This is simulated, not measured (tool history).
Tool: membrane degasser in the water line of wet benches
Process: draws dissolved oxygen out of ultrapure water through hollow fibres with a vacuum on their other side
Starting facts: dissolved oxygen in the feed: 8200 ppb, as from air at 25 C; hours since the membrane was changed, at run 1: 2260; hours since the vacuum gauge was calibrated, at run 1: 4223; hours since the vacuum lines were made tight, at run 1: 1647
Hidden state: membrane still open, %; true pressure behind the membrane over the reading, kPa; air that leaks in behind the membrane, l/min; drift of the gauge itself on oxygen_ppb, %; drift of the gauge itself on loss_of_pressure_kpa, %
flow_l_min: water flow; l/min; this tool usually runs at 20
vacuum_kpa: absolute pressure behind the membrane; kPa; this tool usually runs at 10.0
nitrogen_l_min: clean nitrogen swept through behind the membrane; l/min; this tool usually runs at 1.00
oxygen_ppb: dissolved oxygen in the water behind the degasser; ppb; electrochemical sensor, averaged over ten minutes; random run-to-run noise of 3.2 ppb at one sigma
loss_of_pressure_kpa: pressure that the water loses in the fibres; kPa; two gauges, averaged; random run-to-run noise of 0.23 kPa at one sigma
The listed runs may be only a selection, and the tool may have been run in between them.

run	hour	flow_l_min	vacuum_kpa	nitrogen_l_min	hours since the membrane was changed	hours since the vacuum gauge was calibrated	hours since the vacuum lines were made tight	oxygen_ppb	loss_of_pressure_kpa
1	0.0	20	10.0	1.00	2260	4223	1647	319.2	59.80
2	72.7	20	10.0	0.50	2333	4296	1720	544.2	59.60
3	201.5	15	10.0	1.00	2461	4425	1849	239.7	44.37
# hour 220.7: vacuum gauge calibrated
4	300.3	15	10.0	1.00	2560	80	1947	238.8	44.57
5	404.6	15	10.0	1.00	2664	184	2051	242.6	44.42
6	515.2	15	10.0	1.00	2775	295	2162	239.6	44.73
7	583.3	15	10.0	1.00	2843	363	2230	240.1	44.45
8	672.8	20	10.0	2.31	2932	452	2320	167.5	59.71
9	785.1	20	10.0	1.00	3045	564	2432	320.8	59.20
10	931.7	20	10.0	1.00	3191	711	2579	319.0	59.77
11	1076.5	20	10.0	1.00	3336	856	2723	321.7	59.43
12	1229.0	13	10.0	1.00	3488	1008	2876	205.7	38.34
13	1337.5	20	15.8	1.00	3597	1117	2984	555.0	59.72
14	1453.3	20	15.8	1.00	3713	1233	3100	557.4	59.81
15	1610.1	20	10.0	1.00	3870	1389	3257	318.0	59.67
16	1721.7	20	10.0	1.00	3981	1501	3369	327.4	59.31
17	1793.9	21	16.2	1.00	4053	1573	3441	605.9	62.24
18	1934.6	21	16.2	1.00	4194	1714	3581	603.2	62.51
19	2061.5	15	10.0	1.00	4321	1841	3708	235.5	44.47
20	2149.6	14	8.9	1.00	4409	1929	3796	186.6	41.53
# hour 2221.3: seals of the vacuum lines changed
21	2239.5	20	24.7	1.71	4497	2017	18	583.0	59.55
22	2312.5	20	24.7	1.71	4570	2090	91	582.9	59.75
23	2386.0	19	13.4	2.21	4643	2163	165	223.3	56.83
24	2455.5	25	16.4	0.51	4713	2233	234	1142.2	74.67
25	2532.9	13	11.0	0.45	4790	2310	312	450.5	38.63
26	2669.6	13	11.0	0.45	4927	2447	448	466.8	38.31
27	2763.1	18	10.0	1.00	5021	2540	542	284.8	53.88
28	2918.8	18	16.4	2.35	5176	2696	698	254.0	53.41
29	2996.7	17	7.8	0.74	5254	2774	775	240.6	50.65
30	3092.9	17	6.6	1.79	5350	2870	872	91.7	50.64
31	3195.3	17	21.4	1.52	5453	2973	974	471.9	50.61
32	3320.2	17	21.4	1.52	5578	3098	1099	474.8	50.47

Each row is a separate what-if for the run after 32, all from the same tool condition, not one after another. Results?
A	3424.2	12	21.4	1.52	5682	3201	1203	?	?
B	3424.2	13	21.6	2.84	5682	3201	1203	?	?
C	3424.2	15	16.8	0.68	5682	3201	1203	?	?

run	oxygen_ppb	loss_of_pressure_kpa
A	339.3	35.88
B	203.5	38.60
C	626.6	44.70
With the hidden condition removed and each run's random variation left untouched, the same runs would have given:
run	oxygen_ppb	loss_of_pressure_kpa
A	339.2	35.84
B	203.4	38.57
C	626.4	44.66

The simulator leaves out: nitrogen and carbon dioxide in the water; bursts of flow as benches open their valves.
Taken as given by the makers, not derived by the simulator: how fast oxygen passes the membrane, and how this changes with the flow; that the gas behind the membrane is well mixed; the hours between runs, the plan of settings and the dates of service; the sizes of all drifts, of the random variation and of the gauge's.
